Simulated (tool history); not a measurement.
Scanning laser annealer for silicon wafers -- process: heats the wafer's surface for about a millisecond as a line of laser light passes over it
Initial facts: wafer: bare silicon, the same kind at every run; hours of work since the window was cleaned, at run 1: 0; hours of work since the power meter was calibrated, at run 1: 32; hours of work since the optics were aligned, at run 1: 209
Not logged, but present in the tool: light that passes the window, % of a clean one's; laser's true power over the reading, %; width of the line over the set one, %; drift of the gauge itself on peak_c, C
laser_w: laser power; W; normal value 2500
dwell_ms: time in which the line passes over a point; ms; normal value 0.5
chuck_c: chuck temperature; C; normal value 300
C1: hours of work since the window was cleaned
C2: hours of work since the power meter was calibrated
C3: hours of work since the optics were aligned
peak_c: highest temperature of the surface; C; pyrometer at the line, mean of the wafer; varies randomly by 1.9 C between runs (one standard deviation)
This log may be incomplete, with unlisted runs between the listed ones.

run 1 day=0 | laser_w=2500 dwell_ms=0.5 chuck_c=300 | C1=0 C2=32 C3=209 | peak_c=1115
run 2 day=2.862 | laser_w=2500 dwell_ms=0.5 chuck_c=300 | C1=34 C2=65 C3=243 | peak_c=1115
run 3 day=4.208 | laser_w=2500 dwell_ms=0.5 chuck_c=300 | C1=49 C2=81 C3=258 | peak_c=1115
run 4 day=6.025 | laser_w=2500 dwell_ms=0.5 chuck_c=300 | C1=71 C2=102 C3=280 | peak_c=1111
run 5 day=7.646 | laser_w=2500 dwell_ms=0.5 chuck_c=300 | C1=90 C2=121 C3=299 | peak_c=1110
run 6 day=9.45 | laser_w=2500 dwell_ms=0.5 chuck_c=314 | C1=111 C2=143 C3=320 | peak_c=1119
run 7 day=11.512 | laser_w=2500 dwell_ms=0.5 chuck_c=300 | C1=135 C2=167 C3=344 | peak_c=1106
run 8 day=13.175 | laser_w=2500 dwell_ms=0.5 chuck_c=300 | C1=155 C2=186 C3=364 | peak_c=1100
run 9 day=14.738 | laser_w=2500 dwell_ms=0.5 chuck_c=300 | C1=173 C2=205 C3=382 | peak_c=1100
run 10 day=17.367 | laser_w=2500 dwell_ms=0.5 chuck_c=300 | C1=204 C2=235 C3=413 | peak_c=1099
run 11 day=20.121 | laser_w=2500 dwell_ms=0.5 chuck_c=300 | C1=236 C2=268 C3=445 | peak_c=1096
run 12 day=21.904 | laser_w=2500 dwell_ms=0.5 chuck_c=300 | C1=257 C2=289 C3=466 | peak_c=1098
run 13 day=24.354 | laser_w=2500 dwell_ms=0.5 chuck_c=300 | C1=286 C2=317 C3=495 | peak_c=1091
run 14 day=26.538 | laser_w=2500 dwell_ms=0.5 chuck_c=300 | C1=311 C2=343 C3=521 | peak_c=1092
run 15 day=28.992 | laser_w=2500 dwell_ms=0.5 chuck_c=300 | C1=340 C2=372 C3=549 | peak_c=1090
run 16 day=31.567 | laser_w=2698 dwell_ms=0.5 chuck_c=262 | C1=370 C2=402 C3=580 | peak_c=1111
run 17 day=33.625 | laser_w=2195 dwell_ms=0.5 chuck_c=289 | C1=395 C2=426 C3=604 | peak_c=977
run 18 day=36.146 | laser_w=2463 dwell_ms=0.5 chuck_c=305 | C1=424 C2=456 C3=633 | peak_c=1075
run 19 day=37.812 | laser_w=2500 dwell_ms=0.5 chuck_c=322 | C1=444 C2=475 C3=653 | peak_c=1105
run 20 day=39.138 | laser_w=2239 dwell_ms=0.455 chuck_c=316 | C1=459 C2=491 C3=668 | peak_c=988
run 21 day=40.358 | laser_w=2539 dwell_ms=0.419 chuck_c=324 | C1=474 C2=505 C3=683 | peak_c=1054
run 22 day=43.229 | laser_w=2500 dwell_ms=0.515 chuck_c=300 | C1=507 C2=539 C3=716 | peak_c=1088
run 23 day=44.554 | laser_w=2500 dwell_ms=0.544 chuck_c=300 | C1=523 C2=554 C3=732 | peak_c=1105
run 24 day=46.029 | laser_w=2310 dwell_ms=0.583 chuck_c=287 | C1=540 C2=572 C3=749 | peak_c=1052
run 25 day=48.242 | laser_w=2500 dwell_ms=0.5 chuck_c=290 | C1=566 C2=598 C3=775 | peak_c=1063
run 26 day=50.788 | laser_w=2749 dwell_ms=0.399 chuck_c=306 | C1=596 C2=628 C3=805 | peak_c=1074
run 27 day=53.15 | laser_w=2503 dwell_ms=0.399 chuck_c=285 | C1=624 C2=655 C3=833 | peak_c=980

Below, each run's measurement less what the same run would have read without the hidden state. Both values contain the same run-to-run variation, but the gauge's scatter may not be the same in both:
run=1 peak_c=-6
run=2 peak_c=-10
run=3 peak_c=-11
run=4 peak_c=-12
run=5 peak_c=-14
run=6 peak_c=-16
run=7 peak_c=-18
run=8 peak_c=-19
run=9 peak_c=-21
run=10 peak_c=-23
run=11 peak_c=-26
run=12 peak_c=-27
run=13 peak_c=-30
run=14 peak_c=-31
run=15 peak_c=-34
run=16 peak_c=-39
run=17 peak_c=-33
run=18 peak_c=-40
run=19 peak_c=-42
run=20 peak_c=-37
run=21 peak_c=-42
run=22 peak_c=-48
run=23 peak_c=-50
run=24 peak_c=-49
run=25 peak_c=-52
run=26 peak_c=-54
run=27 peak_c=-51

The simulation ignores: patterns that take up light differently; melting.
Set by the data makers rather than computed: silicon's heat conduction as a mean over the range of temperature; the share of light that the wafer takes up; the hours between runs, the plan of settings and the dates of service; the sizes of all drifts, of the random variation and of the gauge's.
